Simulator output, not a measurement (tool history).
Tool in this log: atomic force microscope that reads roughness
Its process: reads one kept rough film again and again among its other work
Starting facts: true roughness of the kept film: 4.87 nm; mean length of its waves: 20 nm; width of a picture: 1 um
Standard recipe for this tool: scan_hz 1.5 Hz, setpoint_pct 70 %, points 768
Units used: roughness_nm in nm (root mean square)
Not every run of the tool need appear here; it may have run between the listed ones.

| run | hour | scan_hz | setpoint_pct | points | roughness_nm |
|---|---|---|---|---|---|
| 1 | 0 | 1.5 | 70 | 768 | 1.823 |
| 2 | 6.7 | 1.5 | 70 | 768 | 1.786 |
| 3 | 13.9 | 1.5 | 70 | 768 | 1.749 |
| 4 | 26.1 | 1.5 | 70 | 768 | 1.716 |
| 5 | 40.5 | 1.5 | 76 | 768 | 1.637 |
|  | 47.5 | new tip fitted |
| 6 | 57.6 | 1.5 | 70 | 971 | 2.969 |
| 7 | 73.3 | 1.5 | 70 | 768 | 2.805 |
| 8 | 86.6 | 3.32 | 70 | 768 | 2.559 |
| 9 | 100.1 | 0.56 | 70 | 768 | 2.598 |
| 10 | 109.3 | 0.56 | 70 | 768 | 2.524 |
| 11 | 119.8 | 0.56 | 70 | 768 | 2.445 |
| 12 | 129.8 | 0.56 | 70 | 768 | 2.367 |
| 13 | 143.1 | 0.56 | 61 | 768 | 2.279 |
| 14 | 158.9 | 3.36 | 79 | 506 | 1.923 |
| 15 | 168.1 | 1.24 | 63 | 581 | 2.111 |
| 16 | 177.4 | 1.5 | 70 | 530 | 2.018 |
| 17 | 190.4 | 0.65 | 70 | 768 | 1.993 |
| 18 | 202.8 | 0.65 | 70 | 768 | 1.949 |
| 19 | 211 | 3.71 | 70 | 768 | 1.769 |
| 20 | 221.8 | 2.6 | 76 | 288 | 1.67 |
| 21 | 232.3 | 0.5 | 65 | 558 | 1.805 |
| 22 | 246.1 | 3.14 | 62 | 558 | 1.69 |
| 23 | 253.5 | 1.3 | 86 | 328 | 1.605 |
| 24 | 260.7 | 1.5 | 70 | 745 | 1.653 |

Forecast each of these 5 alternatives for the next run:
|  | 268.6 | new tip fitted |
| A | 270.4 | 1.5 | 63 | 745 | ? |
|  | 268.6 | new tip fitted |
| B | 270.4 | 1.5 | 73 | 768 | ? |
|  | 268.6 | new tip fitted |
| C | 270.4 | 1.5 | 60 | 516 | ? |
|  | 268.6 | new tip fitted |
| D | 270.4 | 1.5 | 60 | 745 | ? |
|  | 268.6 | new tip fitted |
| E | 270.4 | 3.49 | 70 | 870 | ? |

| run | roughness_nm |
|---|---|
| A | 3.149 |
| B | 3.105 |
| C | 3.149 |
| D | 3.181 |
| E | 2.979 |
What these runs would have given with no unlogged condition in the tool:
| run | roughness_nm |
|---|---|
| A | 3.193 |
| B | 3.148 |
| C | 3.193 |
| D | 3.225 |
| E | 3.02 |
